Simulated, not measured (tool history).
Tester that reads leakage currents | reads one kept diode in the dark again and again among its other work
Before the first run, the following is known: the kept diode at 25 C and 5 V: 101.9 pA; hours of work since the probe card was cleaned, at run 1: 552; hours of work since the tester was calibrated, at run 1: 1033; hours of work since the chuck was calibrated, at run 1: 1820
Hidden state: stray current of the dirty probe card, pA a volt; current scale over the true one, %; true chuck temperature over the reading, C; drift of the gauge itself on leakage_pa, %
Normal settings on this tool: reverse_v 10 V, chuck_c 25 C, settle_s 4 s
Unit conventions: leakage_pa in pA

run,hour,reverse_v,chuck_c,settle_s,hours of work since the probe card was cleaned,hours of work since the tester was calibrated,hours of work since the chuck was calibrated,leakage_pa
1,0,10,25,4,552,1033,1820,161.5
2,18.6,10,33,4,563,1044,1832,316.39
3,51.6,10,33,4,583,1064,1851,318.27
4,80.9,10,33,4,601,1081,1869,316.88
5,101.9,10,25,1.28,613,1094,1881,163.77
6,129.6,10,25,1.28,630,1110,1898,163.33
7,158.7,10,25,4,647,1128,1915,162.33
8,187,10,25,4,664,1144,1932,162.59
9,217.9,10,25,4,683,1163,1951,163.76
10,231.8,10,25,4,691,1171,1959,163.25
# hour 236.6: chuck's temperature calibrated
11,258.9,10,25,4,706,1186,13,149.42
12,278.8,10,25,4,718,1198,25,149.75
13,306.6,10,25,4,734,1215,42,150.29
14,324.1,10,25,4,745,1225,52,150.28
15,351.6,10,25,4,761,1242,69,150.84
16,378,10,25,4,777,1257,84,150.63
17,407.1,3.6,25,4,794,1275,102,86.61
18,439.1,3.6,25,4,813,1294,121,86.56
19,457.5,10,25,5.56,825,1305,132,150.9
20,472.1,10,25,4,833,1314,141,150.95
21,491.5,10,25,4,845,1325,152,151.65
22,507.1,10,47,5.25,854,1335,162,888.23
23,537.3,10,47,5.25,872,1353,180,891.52
24,555.3,1.2,33,4,883,1363,190,94.6
25,582.7,10,23,1.71,899,1380,207,129.53
26,607.9,10,51,1.71,914,1395,222,1204.14
27,625.3,8.5,40,3.74,925,1405,232,475.02
28,641.8,8.5,40,3.74,935,1415,242,476.77
29,672,14.5,39,4,953,1433,260,584.8
30,696.3,6.5,40,9.96,967,1448,275,412.43
31,712.9,1.2,38,0.85,977,1457,285,143.32
32,741.9,8.6,31,4,994,1475,302,232.37
33,760.4,8.6,21,0.71,1005,1486,313,103.33
34,777.4,19.8,49,0.31,1016,1496,323,1521.62
35,807.3,19.8,49,0.31,1033,1514,341,1515.09
36,839.3,3.3,22,0.57,1053,1533,360,65.6
37,868.9,9.4,34,0.57,1070,1551,378,318.06
38,883.2,1.7,42,0.9,1079,1559,386,237.75
39,899.3,1.7,42,0.9,1088,1569,396,237.83
40,928.9,4,25,1.2,1106,1587,414,94.33

Each row is a separate what-if for the run after 40, all from the same tool condition, not one after another. Results?
A,951,8.1,40,3.32,1119,1600,427,?
B,951,2.6,21,4,1119,1600,427,?
C,951,10,25,1.31,1119,1600,427,?
D,951,9.4,49,0.35,1119,1600,427,?

run,leakage_pa
A,467.48
B,52.11
C,156
D,1015.74
The same runs, with their run-to-run variation unchanged, on a tool lacking any hidden condition would have given:
run,leakage_pa
A,461.4
B,50.5
C,150.12
D,1007.45
